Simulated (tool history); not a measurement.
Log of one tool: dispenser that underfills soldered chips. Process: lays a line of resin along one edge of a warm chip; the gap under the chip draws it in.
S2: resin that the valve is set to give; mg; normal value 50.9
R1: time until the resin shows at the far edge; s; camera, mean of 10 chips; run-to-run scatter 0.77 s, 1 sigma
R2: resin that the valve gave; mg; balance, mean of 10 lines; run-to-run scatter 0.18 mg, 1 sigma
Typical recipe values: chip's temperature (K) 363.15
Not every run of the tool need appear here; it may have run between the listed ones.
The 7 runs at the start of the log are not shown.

Run 8, hour 32.4: usual settings but chip's temperature (K) 359.15. Result: R1 99.1 s, R2 49.02 mg.
Run 9, hour 38.1: usual settings but chip's temperature (K) 359.15. Result: R1 129.5 s, R2 48.84 mg.
Run 10, hour 41.2: usual settings but chip's temperature (K) 359.15, S2 48 mg. Result: R1 153.8 s, R2 46.06 mg.
Run 11, hour 44.2: usual settings but chip's temperature (K) 359.15, S2 48 mg. Result: R1 179.4 s, R2 45.91 mg.
At hour 45.4: new syringe of resin.
Run 12, hour 47.5: usual settings but chip's temperature (K) 359.15, S2 48 mg. Result: R1 90.2 s, R2 45.61 mg.
Run 13, hour 50.5: usual settings but chip's temperature (K) 359.15, S2 48 mg. Result: R1 105.8 s, R2 45.88 mg.
Run 14, hour 55.1: usual settings but chip's temperature (K) 365.15, S2 48 mg. Result: R1 106.1 s, R2 45.71 mg.
Run 15, hour 58.3: usual settings but chip's temperature (K) 365.15, S2 48 mg. Result: R1 126.1 s, R2 45.5 mg.
At hour 61.9: new syringe of resin.
Run 16, hour 62.3: usual settings but chip's temperature (K) 365.15, S2 48 mg. Result: R1 67.6 s, R2 45.56 mg.
Run 17, hour 64.7: usual settings but chip's temperature (K) 375.15. Result: R1 50.8 s, R2 48.17 mg.
Run 18, hour 67.3: usual settings but chip's temperature (K) 375.15. Result: R1 58.6 s, R2 48.4 mg.
Run 19, hour 71.8: usual settings. Result: R1 117.3 s, R2 48.14 mg.
Run 20, hour 75.5: usual settings. Result: R1 143.1 s, R2 48.02 mg.
At hour 78.2: new syringe of resin.
Run 21, hour 78.3: usual settings. Result: R1 71.2 s, R2 48.04 mg.
Run 22, hour 81.2: usual settings but chip's temperature (K) 352.15. Result: R1 129.9 s, R2 47.96 mg.
Run 23, hour 84.7: usual settings but chip's temperature (K) 370.15, S2 44.4 mg. Result: R1 77.5 s, R2 41.7 mg.
Run 24, hour 90.2: usual settings but chip's temperature (K) 361.15, S2 50.7 mg. Result: R1 140.9 s, R2 47.44 mg.
At hour 92.7: dispensing valve cleaned and set on the balance.
At hour 95.6: new syringe of resin.
Run 25, hour 95.6: usual settings but chip's temperature (K) 361.15, S2 50.7 mg. Result: R1 76.7 s, R2 50.51 mg.
Run 26, hour 98.6: usual settings but chip's temperature (K) 350.15. Result: R1 138.7 s, R2 50.92 mg.
Run 27, hour 104.3: usual settings but chip's temperature (K) 375.15, S2 52.1 mg. Result: R1 67.7 s, R2 51.46 mg.
Run 28, hour 109: usual settings but chip's temperature (K) 352.15, S2 55 mg. Result: R1 217.9 s, R2 54.74 mg.

What will run 29 give?
At hour 112.4: new syringe of resin.
Run 29, hour 112.8: usual settings but chip's temperature (K) 349.15. Result: R1 ?, R2 ?.

{"run 29": {"R1": 126, "R2": 50.56}}
Were there no unlogged condition in the tool, this run, its random variation unchanged, would have produced R1 126.4 s, R2 50.97 mg.

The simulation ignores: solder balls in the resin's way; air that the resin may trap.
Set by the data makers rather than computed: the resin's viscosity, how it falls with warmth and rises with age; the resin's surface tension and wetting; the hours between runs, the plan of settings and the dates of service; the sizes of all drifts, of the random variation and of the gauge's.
